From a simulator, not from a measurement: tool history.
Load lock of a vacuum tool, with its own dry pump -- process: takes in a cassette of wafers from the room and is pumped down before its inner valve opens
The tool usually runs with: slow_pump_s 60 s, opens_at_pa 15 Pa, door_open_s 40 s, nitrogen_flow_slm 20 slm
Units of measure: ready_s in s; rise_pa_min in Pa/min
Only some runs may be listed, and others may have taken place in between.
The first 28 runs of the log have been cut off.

run,day,slow_pump_s,opens_at_pa,door_open_s,nitrogen_flow_slm,"incoming humidity of the room's air, %",ready_s,rise_pa_min
29,349.638,32,11,58,8,45.6,90.2,0.034
30,362.075,32,11,58,8,46.8,89.6,0.035
31,370.250,32,11,58,12,41.0,90.2,0.025
32,384.992,32,11,198,12,47.5,89.7,0.072
33,402.721,32,11,198,12,41.8,89.6,0.066
34,414.842,60,11,164,20,44.2,109.8,0.044
35,428.500,60,23,128,20,46.5,104.6,0.041
36,447.467,60,27,145,20,46.6,104.7,0.039
37,457.000,60,15,43,29,44.0,109.0,0.012
38,474.396,33,15,51,20,46.1,88.7,0.021

Predict each of these 3 candidate next runs independently; none follows another, all start after run 38:
A,489.938,33,15,51,5,42.8,?,?
B,489.938,60,15,34,20,45.4,?,?
C,489.938,33,15,45,11,42.4,?,?

run,ready_s,rise_pa_min
A,88.2,0.036
B,109.0,0.018
C,89.2,0.025
Stripped of hidden state, with their random variation kept, the same runs would have yielded:
run,ready_s,rise_pa_min
A,88.1,0.036
B,108.9,0.017
C,89.2,0.024
